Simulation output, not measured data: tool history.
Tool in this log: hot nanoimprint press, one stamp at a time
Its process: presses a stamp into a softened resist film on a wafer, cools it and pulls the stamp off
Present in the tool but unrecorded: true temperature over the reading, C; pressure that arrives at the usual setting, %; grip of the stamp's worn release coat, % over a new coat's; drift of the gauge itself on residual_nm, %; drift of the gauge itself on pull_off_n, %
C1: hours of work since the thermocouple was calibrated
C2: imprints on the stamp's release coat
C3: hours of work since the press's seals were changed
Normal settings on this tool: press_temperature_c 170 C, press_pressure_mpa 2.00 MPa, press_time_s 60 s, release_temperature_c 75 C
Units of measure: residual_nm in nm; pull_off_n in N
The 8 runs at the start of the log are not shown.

Run 9, day 3.325: usual settings; C1 142; C2 489; C3 76. Result: residual_nm 96.0 nm, pull_off_n 95 N.
Run 10, day 3.858: usual settings but press_time_s 80 s; C1 148; C2 539; C3 83. Result: residual_nm 85.6 nm, pull_off_n 96 N.
Run 11, day 4.300: usual settings but press_pressure_mpa 1.33 MPa; C1 154; C2 580; C3 88. Result: residual_nm 115.1 nm, pull_off_n 93 N.
Run 12, day 4.583: usual settings; C1 157; C2 607; C3 92. Result: residual_nm 96.3 nm, pull_off_n 94 N.
Run 13, day 5.100: usual settings; C1 164; C2 655; C3 98. Result: residual_nm 96.3 nm, pull_off_n 98 N.
Run 14, day 5.517: usual settings but press_pressure_mpa 2.48 MPa; C1 169; C2 693; C3 103. Result: residual_nm 85.6 nm, pull_off_n 97 N.
Run 15, day 5.917: usual settings but press_pressure_mpa 2.48 MPa; C1 174; C2 731; C3 108. Result: residual_nm 86.2 nm, pull_off_n 98 N.
Run 16, day 6.367: usual settings but press_temperature_c 181 C, press_pressure_mpa 2.24 MPa, press_time_s 80 s, release_temperature_c 70 C; C1 179; C2 773; C3 114. Result: residual_nm 57.1 nm, pull_off_n 100 N.
Run 17, day 6.633: usual settings but press_temperature_c 181 C, press_pressure_mpa 2.24 MPa, press_time_s 80 s, release_temperature_c 70 C; C1 183; C2 798; C3 117. Result: residual_nm 56.3 nm, pull_off_n 100 N.
Run 18, day 6.917: usual settings but press_temperature_c 180 C, press_pressure_mpa 2.38 MPa; C1 186; C2 824; C3 121. Result: residual_nm 63.1 nm, pull_off_n 97 N.
Run 19, day 7.312: usual settings but press_temperature_c 164 C, press_pressure_mpa 2.38 MPa, press_time_s 55 s; C1 191; C2 861; C3 126. Result: residual_nm 111.5 nm, pull_off_n 99 N.
Run 20, day 7.733: usual settings but press_temperature_c 164 C, press_pressure_mpa 2.38 MPa, press_time_s 55 s; C1 196; C2 900; C3 131. Result: residual_nm 111.8 nm, pull_off_n 100 N.
Run 21, day 8.046: usual settings but press_temperature_c 159 C, release_temperature_c 66 C; C1 200; C2 929; C3 135. Result: residual_nm 133.9 nm, pull_off_n 107 N.
Run 22, day 8.267: usual settings but press_temperature_c 168 C, release_temperature_c 83 C; C1 203; C2 950; C3 138. Result: residual_nm 102.4 nm, pull_off_n 89 N.
Run 23, day 8.662: usual settings but press_temperature_c 162 C, press_pressure_mpa 2.95 MPa; C1 208; C2 987; C3 142. Result: residual_nm 104.0 nm, pull_off_n 102 N.
Run 24, day 9.188: usual settings but press_pressure_mpa 2.05 MPa, press_time_s 53 s, release_temperature_c 64 C; C1 214; C2 1036; C3 149. Result: residual_nm 99.5 nm, pull_off_n 107 N.
Run 25, day 9.521: usual settings but press_pressure_mpa 2.05 MPa, press_time_s 53 s, release_temperature_c 64 C; C1 218; C2 1067; C3 153. Result: residual_nm 100.4 nm, pull_off_n 106 N.
Run 26, day 10.008: usual settings but press_temperature_c 161 C, press_pressure_mpa 2.05 MPa, press_time_s 53 s, release_temperature_c 63 C; C1 224; C2 1113; C3 159. Result: residual_nm 132.5 nm, pull_off_n 106 N.
Run 27, day 10.512: usual settings but press_temperature_c 161 C, press_pressure_mpa 2.05 MPa, press_time_s 53 s, release_temperature_c 65 C; C1 231; C2 1160; C3 165. Result: residual_nm 129.9 nm, pull_off_n 107 N.
Run 28, day 10.917: usual settings but press_temperature_c 161 C, press_pressure_mpa 1.91 MPa, press_time_s 53 s, release_temperature_c 78 C; C1 236; C2 1198; C3 170. Result: residual_nm 134.1 nm, pull_off_n 98 N.
Run 29, day 11.283: usual settings but press_temperature_c 161 C, press_pressure_mpa 1.91 MPa, press_time_s 53 s, release_temperature_c 78 C; C1 240; C2 1232; C3 175. Result: residual_nm 134.1 nm, pull_off_n 96 N.
Run 30, day 11.533: usual settings but press_temperature_c 181 C, press_pressure_mpa 1.49 MPa, press_time_s 63 s, release_temperature_c 63 C; C1 243; C2 1255; C3 178. Result: residual_nm 79.2 nm, pull_off_n 111 N.

4 options for the next run, each taken on its own from the tool as it stands now. Forecast them:
Run A, day 11.921: usual settings but press_temperature_c 168 C, press_pressure_mpa 1.91 MPa, press_time_s 56 s; C1 248; C2 1291; C3 183. Result: residual_nm ?, pull_off_n ?.
Run B, day 11.921: usual settings but press_pressure_mpa 2.66 MPa, release_temperature_c 72 C; C1 248; C2 1291; C3 183. Result: residual_nm ?, pull_off_n ?.
Run C, day 11.921: usual settings but press_temperature_c 164 C, press_pressure_mpa 2.51 MPa, press_time_s 39 s; C1 248; C2 1291; C3 183. Result: residual_nm ?, pull_off_n ?.
Run D, day 11.921: usual settings but press_temperature_c 176 C, press_pressure_mpa 1.49 MPa, press_time_s 107 s, release_temperature_c 63 C; C1 248; C2 1291; C3 183. Result: residual_nm ?, pull_off_n ?.

run  residual_nm  pull_off_n
  A        107.9         101
  B         84.5         102
  C        121.6          99
  D         75.4         111
The same runs, with their run-to-run variation unchanged, on a tool lacking any hidden condition would have given:
run  residual_nm  pull_off_n
  A        106.7          92
  B         83.3          92
  C        120.2          90
  D         74.6         100
